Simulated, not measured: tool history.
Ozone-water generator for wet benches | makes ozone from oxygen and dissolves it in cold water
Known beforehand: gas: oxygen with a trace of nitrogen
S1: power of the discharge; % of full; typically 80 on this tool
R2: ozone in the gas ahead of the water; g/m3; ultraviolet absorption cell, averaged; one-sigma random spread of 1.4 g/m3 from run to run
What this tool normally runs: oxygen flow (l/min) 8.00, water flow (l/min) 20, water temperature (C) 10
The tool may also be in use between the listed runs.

run 1 hour=0.0 | S1=80 oxygen_flow_(l/min)=8.00 water_flow_(l/min)=20 water_temperature_(C)=10 | dissolved_ozone_(ppm)=37.1 R2=239.3
run 2 hour=69.5 | S1=80 oxygen_flow_(l/min)=8.00 water_flow_(l/min)=20 water_temperature_(C)=10 | dissolved_ozone_(ppm)=37.3 R2=239.9
run 3 hour=135.4 | S1=80 oxygen_flow_(l/min)=8.00 water_flow_(l/min)=20 water_temperature_(C)=10 | dissolved_ozone_(ppm)=37.2 R2=239.5
run 4 hour=186.9 | S1=80 oxygen_flow_(l/min)=8.00 water_flow_(l/min)=20 water_temperature_(C)=10 | dissolved_ozone_(ppm)=37.4 R2=241.9
run 5 hour=259.2 | S1=80 oxygen_flow_(l/min)=8.00 water_flow_(l/min)=14 water_temperature_(C)=10 | dissolved_ozone_(ppm)=48.0 R2=239.6
run 6 hour=357.7 | S1=80 oxygen_flow_(l/min)=8.00 water_flow_(l/min)=14 water_temperature_(C)=10 | dissolved_ozone_(ppm)=48.3 R2=242.1
run 7 hour=405.6 | S1=97 oxygen_flow_(l/min)=8.00 water_flow_(l/min)=17 water_temperature_(C)=6 | dissolved_ozone_(ppm)=49.2 R2=260.1
run 8 hour=509.5 | S1=80 oxygen_flow_(l/min)=7.07 water_flow_(l/min)=20 water_temperature_(C)=12 | dissolved_ozone_(ppm)=34.6 R2=249.0
run 9 hour=575.8 | S1=80 oxygen_flow_(l/min)=7.07 water_flow_(l/min)=20 water_temperature_(C)=12 | dissolved_ozone_(ppm)=34.9 R2=250.8
run 10 hour=620.1 | S1=55 oxygen_flow_(l/min)=7.57 water_flow_(l/min)=20 water_temperature_(C)=6 | dissolved_ozone_(ppm)=32.4 R2=206.1
run 11 hour=703.5 | S1=96 oxygen_flow_(l/min)=8.00 water_flow_(l/min)=20 water_temperature_(C)=7 | dissolved_ozone_(ppm)=42.2 R2=261.2

The log once held 2 entries between its listed runs, left out of this copy. Where does each go, and what is different about the tool's unlogged condition between the listed run before it and the listed run after it?
After run 7, before run 8: water thermometer calibrated (hour 411.2)
  yield of the discharge, % of new electrodes': 95.8 -> 95.7; contactor's efficiency, % of a clean one's: 97.7 -> 97.6; true water temperature over the reading, C: 0.08 -> 0.11
  measured value less the no-hidden-state value, dissolved ozone (ppm): -3.0 -> -2.1; R2: -13.1 -> -11.9 g/m3
After run 10, before run 11: water thermometer calibrated, once more (hour 703.5)
  contactor's efficiency, % of a clean one's: 97.5 -> 97.4; true water temperature over the reading, C: 0.11 -> -0.04
  measured value less the no-hidden-state value, dissolved ozone (ppm): -1.7 -> -2.8; R2: -8.2 -> -14.1 g/m3
